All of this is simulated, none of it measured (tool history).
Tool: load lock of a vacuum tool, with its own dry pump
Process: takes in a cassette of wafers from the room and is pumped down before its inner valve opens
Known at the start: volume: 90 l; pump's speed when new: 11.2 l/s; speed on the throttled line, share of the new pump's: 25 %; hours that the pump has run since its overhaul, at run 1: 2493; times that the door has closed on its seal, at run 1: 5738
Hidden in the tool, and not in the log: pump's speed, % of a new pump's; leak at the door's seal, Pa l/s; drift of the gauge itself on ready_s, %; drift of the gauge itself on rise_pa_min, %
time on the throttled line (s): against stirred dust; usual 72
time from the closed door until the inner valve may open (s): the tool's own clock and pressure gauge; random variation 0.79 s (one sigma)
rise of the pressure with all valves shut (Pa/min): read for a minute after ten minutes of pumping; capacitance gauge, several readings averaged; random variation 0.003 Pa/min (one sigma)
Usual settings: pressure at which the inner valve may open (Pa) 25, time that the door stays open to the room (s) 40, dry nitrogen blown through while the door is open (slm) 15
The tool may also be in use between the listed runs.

run,day,time on the throttled line (s),pressure at which the inner valve may open (Pa),time that the door stays open to the room (s),dry nitrogen blown through while the door is open (slm),hours that the pump has run since its overhaul,times that the door has closed on its seal,"incoming humidity of the room's air, %",time from the closed door until the inner valve may open (s),rise of the pressure with all valves shut (Pa/min)
1,0.000,72,25,40,15,2493,5738,44.2,121.1,0.049
2,4.275,72,25,127,15,2595,6222,41.5,121.8,0.087
3,7.767,72,25,127,15,2679,6618,45.5,122.1,0.092
4,12.021,95,25,40,15,2781,7100,46.2,138.5,0.056
5,16.321,95,25,40,15,2884,7587,46.3,139.1,0.056
6,18.596,95,25,40,15,2939,7845,40.8,139.6,0.049
7,20.871,72,25,40,15,2994,8103,46.0,124.0,0.056
8,23.629,72,25,40,15,3060,8415,42.0,123.9,0.050
9,27.354,72,25,40,15,3149,8837,45.7,124.2,0.053
10,29.362,55,25,40,15,3198,9065,46.0,110.4,0.064
11,31.708,55,25,40,15,3254,9330,42.8,110.3,0.062
12,35.667,55,25,40,15,3349,9779,43.6,110.2,0.059
13,38.646,72,25,40,15,3420,10116,44.7,123.4,0.057
14,41.796,72,25,40,15,3496,10473,43.1,123.2,0.059
15,43.908,72,25,40,7,3547,10713,49.2,121.9,0.070
16,47.062,132,27,40,7,3622,11070,44.7,165.4,0.067
17,49.242,72,27,53,4,3675,11317,45.9,123.3,0.082
18,53.150,57,27,53,4,3768,11760,43.5,113.0,0.083
19,57.050,57,27,53,4,3862,12202,46.0,112.2,0.087
20,60.004,50,28,41,33,3933,12536,46.9,106.2,0.064
21,61.817,53,35,177,20,3976,12742,44.6,106.6,0.127
22,64.542,94,25,117,15,4042,13050,46.7,140.4,0.111
23,68.825,94,25,117,15,4145,13536,42.1,139.8,0.111
24,72.967,120,28,122,7,4244,14005,45.4,157.9,0.127
25,76.592,129,20,145,12,4331,14416,46.5,167.6,0.130
26,80.138,72,20,161,12,4416,14818,43.9,126.0,0.139
27,84.158,68,25,40,15,4513,15273,43.4,121.1,0.080
28,87.083,66,25,90,8,4583,15604,44.0,119.3,0.114
29,90.083,74,21,56,39,4655,15944,46.8,126.9,0.082

Hidden state or all else? Some run-to-run changes of time from the closed door until the inner valve may open (s), split into what the settings, what came in and random variation would give without the hidden state, and what is left for the hidden state (with any gauge scatter that isn't in both results):
Run 15 -> 16: time on the throttled line (s) 72 -> 132, pressure at which the inner valve may open (Pa) 25 -> 27. time from the closed door until the inner valve may open (s) +43.5: hidden state -0.7, all else +44.2.
Run 16 -> 17: time on the throttled line (s) 132 -> 72, time that the door stays open to the room (s) 40 -> 53, dry nitrogen blown through while the door is open (slm) 7 -> 4. time from the closed door until the inner valve may open (s) -42.1: hidden state +0.9, all else -43.0.
Run 25 -> 26: time on the throttled line (s) 129 -> 72, time that the door stays open to the room (s) 145 -> 161. time from the closed door until the inner valve may open (s) -41.6: hidden state +0.9, all else -42.5.
